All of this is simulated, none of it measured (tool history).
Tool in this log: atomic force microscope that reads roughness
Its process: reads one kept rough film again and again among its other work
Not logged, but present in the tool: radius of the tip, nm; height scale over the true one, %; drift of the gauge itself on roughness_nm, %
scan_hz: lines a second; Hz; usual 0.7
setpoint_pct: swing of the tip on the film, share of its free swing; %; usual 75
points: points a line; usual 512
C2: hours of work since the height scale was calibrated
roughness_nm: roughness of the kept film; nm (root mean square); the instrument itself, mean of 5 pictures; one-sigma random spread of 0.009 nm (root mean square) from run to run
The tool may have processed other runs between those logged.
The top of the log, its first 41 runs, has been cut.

{"run": 42, "hour": 710.3, "scan_hz": 1.455, "setpoint_pct": 84, "points": 715, "pictures with this tip": 44, "C2": 679, "roughness_nm": 1.898}
{"run": 43, "hour": 720.6, "scan_hz": 1.455, "setpoint_pct": 84, "points": 715, "pictures with this tip": 58, "C2": 685, "roughness_nm": 1.882}
{"run": 44, "hour": 744.9, "scan_hz": 0.7, "setpoint_pct": 58, "points": 269, "pictures with this tip": 92, "C2": 698, "roughness_nm": 2.06}
{"run": 45, "hour": 759.5, "scan_hz": 0.7, "setpoint_pct": 61, "points": 705, "pictures with this tip": 112, "C2": 706, "roughness_nm": 2.062}
{"run": 46, "hour": 778.2, "scan_hz": 0.7, "setpoint_pct": 61, "points": 705, "pictures with this tip": 138, "C2": 717, "roughness_nm": 2.056}
{"run": 47, "hour": 792.6, "scan_hz": 0.902, "setpoint_pct": 71, "points": 817, "pictures with this tip": 158, "C2": 724, "roughness_nm": 2.028}
{"run": 48, "hour": 811.6, "scan_hz": 0.786, "setpoint_pct": 80, "points": 366, "pictures with this tip": 184, "C2": 735, "roughness_nm": 1.992}
{"run": 49, "hour": 827.9, "scan_hz": 0.786, "setpoint_pct": 80, "points": 366, "pictures with this tip": 207, "C2": 744, "roughness_nm": 1.995}
{"run": 50, "hour": 838.0, "scan_hz": 0.94, "setpoint_pct": 63, "points": 837, "pictures with this tip": 221, "C2": 749, "roughness_nm": 2.035}
{"run": 51, "hour": 848.2, "scan_hz": 0.7, "setpoint_pct": 67, "points": 893, "pictures with this tip": 235, "C2": 755, "roughness_nm": 2.046}
{"run": 52, "hour": 867.6, "scan_hz": 0.7, "setpoint_pct": 67, "points": 893, "pictures with this tip": 262, "C2": 765, "roughness_nm": 2.056}

5 options for the next run, each taken on its own from the tool as it stands now. Forecast them:
{"run": "A", "hour": 888.7, "scan_hz": 0.7, "setpoint_pct": 82, "points": 850, "pictures with this tip": 291, "C2": 777, "roughness_nm": "?"}
{"run": "B", "hour": 888.7, "scan_hz": 1.804, "setpoint_pct": 75, "points": 470, "pictures with this tip": 291, "C2": 777, "roughness_nm": "?"}
{"run": "C", "hour": 888.7, "scan_hz": 2.595, "setpoint_pct": 67, "points": 893, "pictures with this tip": 291, "C2": 777, "roughness_nm": "?"}
{"run": "D", "hour": 888.7, "scan_hz": 3.162, "setpoint_pct": 69, "points": 559, "pictures with this tip": 291, "C2": 777, "roughness_nm": "?"}
{"run": "E", "hour": 888.7, "scan_hz": 0.549, "setpoint_pct": 67, "points": 893, "pictures with this tip": 291, "C2": 777, "roughness_nm": "?"}

run=A roughness_nm=1.991
run=B roughness_nm=1.92
run=C roughness_nm=1.945
run=D roughness_nm=1.892
run=E roughness_nm=2.057
What these runs would have given with no unlogged condition in the tool:
run=A roughness_nm=1.995
run=B roughness_nm=1.925
run=C roughness_nm=1.95
run=D roughness_nm=1.896
run=E roughness_nm=2.062
